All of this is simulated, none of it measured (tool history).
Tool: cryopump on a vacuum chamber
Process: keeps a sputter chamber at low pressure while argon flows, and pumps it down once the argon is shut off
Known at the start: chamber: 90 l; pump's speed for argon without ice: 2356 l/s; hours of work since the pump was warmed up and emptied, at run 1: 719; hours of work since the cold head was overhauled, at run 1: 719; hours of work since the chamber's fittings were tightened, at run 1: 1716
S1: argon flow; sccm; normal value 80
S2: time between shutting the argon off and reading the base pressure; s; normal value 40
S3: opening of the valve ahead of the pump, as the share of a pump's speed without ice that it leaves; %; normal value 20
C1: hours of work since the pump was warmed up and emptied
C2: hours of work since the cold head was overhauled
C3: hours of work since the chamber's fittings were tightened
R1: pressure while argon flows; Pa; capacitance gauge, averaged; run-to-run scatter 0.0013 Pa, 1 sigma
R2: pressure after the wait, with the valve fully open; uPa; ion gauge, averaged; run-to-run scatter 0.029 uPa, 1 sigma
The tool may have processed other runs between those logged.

run	hour	S1	S2	S3	C1	C2	C3	R1	R2
1	0.0	80	40	20	719	719	1716	0.3072	2.40
2	24.1	80	40	20	740	740	1737	0.3078	2.39
3	58.7	80	40	32	771	771	1768	0.1975	2.39
4	100.1	80	40	32	808	808	1805	0.2002	2.43
# hour 121.0: pump warmed up, emptied and cooled again
5	147.0	80	40	35	23	846	1843	0.1662	2.19
6	169.4	80	40	35	43	866	1863	0.1659	2.24
7	206.1	80	40	35	76	898	1895	0.1658	2.22
8	248.5	80	40	35	114	936	1933	0.1682	2.30
9	267.1	80	40	23	131	953	1950	0.2547	2.21
10	304.5	80	40	23	164	986	1983	0.2522	2.29
11	346.1	80	40	34	201	1023	2020	0.1733	2.28
12	374.6	80	40	34	227	1049	2046	0.1760	2.32
13	408.5	80	40	20	257	1079	2076	0.2953	2.33
14	429.6	80	40	31	276	1098	2095	0.1914	2.40
15	464.4	80	40	31	307	1129	2126	0.1919	2.42
16	504.4	58	106	59	342	1165	2162	0.0766	1.53
17	531.0	100	123	18	366	1189	2186	0.4074	1.55
18	560.5	100	123	18	393	1215	2212	0.4129	1.50
19	598.9	80	55	34	427	1249	2246	0.1787	2.14
20	632.5	51	108	21	457	1279	2276	0.1820	1.69
21	669.2	51	108	21	490	1312	2309	0.1809	1.72
22	707.9	51	108	21	524	1347	2344	0.1826	1.68
23	729.5	32	40	18	544	1366	2363	0.1329	2.57
24	754.5	32	40	23	566	1388	2385	0.1046	2.65
25	790.2	32	40	23	598	1420	2417	0.1066	2.68

Branching from run 25: 5 alternative next runs. What would each branch give?
A	830.5	32	34	21	634	1456	2453	?	?
B	830.5	32	40	24	634	1456	2453	?	?
C	830.5	117	91	20	634	1456	2453	?	?
D	830.5	49	40	20	634	1456	2453	?	?
E	830.5	35	40	46	634	1456	2453	?	?

run	R1	R2
A	0.1161	2.96
B	0.1023	2.70
C	0.4409	1.90
D	0.1856	2.75
E	0.0613	2.65
Stripped of hidden state, with their random variation kept, the same runs would have yielded:
run	R1	R2
A	0.1099	1.71
B	0.0960	1.47
C	0.4182	0.67
D	0.1761	1.49
E	0.0544	1.43

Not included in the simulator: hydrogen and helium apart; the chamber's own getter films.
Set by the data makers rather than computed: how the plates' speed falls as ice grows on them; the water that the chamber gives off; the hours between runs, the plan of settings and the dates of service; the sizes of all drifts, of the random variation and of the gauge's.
